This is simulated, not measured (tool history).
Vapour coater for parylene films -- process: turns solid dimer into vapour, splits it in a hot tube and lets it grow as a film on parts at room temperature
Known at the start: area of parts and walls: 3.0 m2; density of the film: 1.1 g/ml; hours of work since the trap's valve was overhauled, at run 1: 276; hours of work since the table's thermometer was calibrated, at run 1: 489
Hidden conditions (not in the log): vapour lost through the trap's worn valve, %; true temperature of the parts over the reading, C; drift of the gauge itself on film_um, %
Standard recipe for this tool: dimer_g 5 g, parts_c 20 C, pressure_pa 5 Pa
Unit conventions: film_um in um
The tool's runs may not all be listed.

run	hour	dimer_g	parts_c	pressure_pa	hours of work since the trap's valve was overhauled	hours of work since the table's thermometer was calibrated	film_um
1	0	5	20	5	276	489	0.718
2	14.3	5	20	8.29	286	499	0.665
3	38.4	5	20	5	304	517	0.713
4	49.2	5	20	5	312	525	0.707
5	71.9	5	20	5	329	541	0.716
6	87.7	5	20	8.42	340	553	0.655
7	104.8	5	20	5	353	565	0.706
8	127.9	5	20	5	370	582	0.705
9	146.5	5	20	5	383	596	0.69
10	160.9	5	20	5	394	606	0.7
11	178.1	5	20	5	407	619	0.687
12	190.8	5	20	5	416	628	0.69
# hour 201.4: trap's valve overhauled
13	218.3	5	20	5	12	646	0.779
14	241.5	2	20	5	29	663	0.311
15	258.7	5	20	5.01	42	675	0.774
16	280.3	5	20	5.01	58	691	0.782
17	302.4	5	20	5.01	74	707	0.765
18	313.6	5	20	5.01	82	715	0.759
19	333.3	5	15	5	97	730	0.939
20	346	5	15	5	106	739	0.929
21	365.6	5	15	3.93	120	754	0.955
22	383.7	3	20	5	134	767	0.455
23	403.7	3	20	5	148	782	0.45
24	415.5	3	20	5	157	790	0.457
25	427.8	3	22	5	166	799	0.421
26	444.7	4	22	3.99	178	812	0.573
27	461.1	3	18	2.75	190	824	0.529
28	480.3	3	18	2.75	204	838	0.522
29	495.8	3	21	10.63	216	849	0.379
30	517.5	5	12	5	232	865	1.004
31	532	5	26	2.45	242	876	0.649
32	557.5	5	26	3.34	261	894	0.622
33	577.7	5	26	2.66	276	909	0.638
34	599.7	5	26	2.66	292	925	0.628
35	617.7	3	28	5.51	305	938	0.315
36	636.7	3	28	5.98	319	952	0.312
37	660	7	26	4.88	336	969	0.789
38	680	2	18	4.06	351	984	0.317
39	692.9	4	20	3.8	360	994	0.596
40	711.7	4	20	3.8	374	1007	0.592
41	722	8	23	4.96	382	1015	1.006
42	743.4	8	23	4.96	397	1031	1.001
43	763.7	8	23	4.96	412	1045	0.993
# hour 779.2: trap's valve overhauled
44	780.6	5	20	3.6	1	1055	0.836
45	802.7	4	14	5	17	1071	0.793
46	814.7	3	25	5	26	1080	0.395
47	827.1	4	16	5.67	35	1089	0.722

Across each entry between runs, compare the hidden state at the last listed run before it with the hidden state at the first listed run after it:
Logged between run 12 and run 13: trap's valve overhauled (hour 201.4)
  vapour lost through the trap's worn valve, %: 12.1 -> 0.6; true temperature of the parts over the reading, C: -0.45 -> -0.46
  measured minus no-state result, film_um: -0.081 -> +0.009 um
Logged between run 43 and run 44: trap's valve overhauled (hour 779.2)
  vapour lost through the trap's worn valve, %: 12.3 -> 0.4; true temperature of the parts over the reading, C: -0.8 -> -0.81
  measured minus no-state result, film_um: -0.105 -> +0.022 um
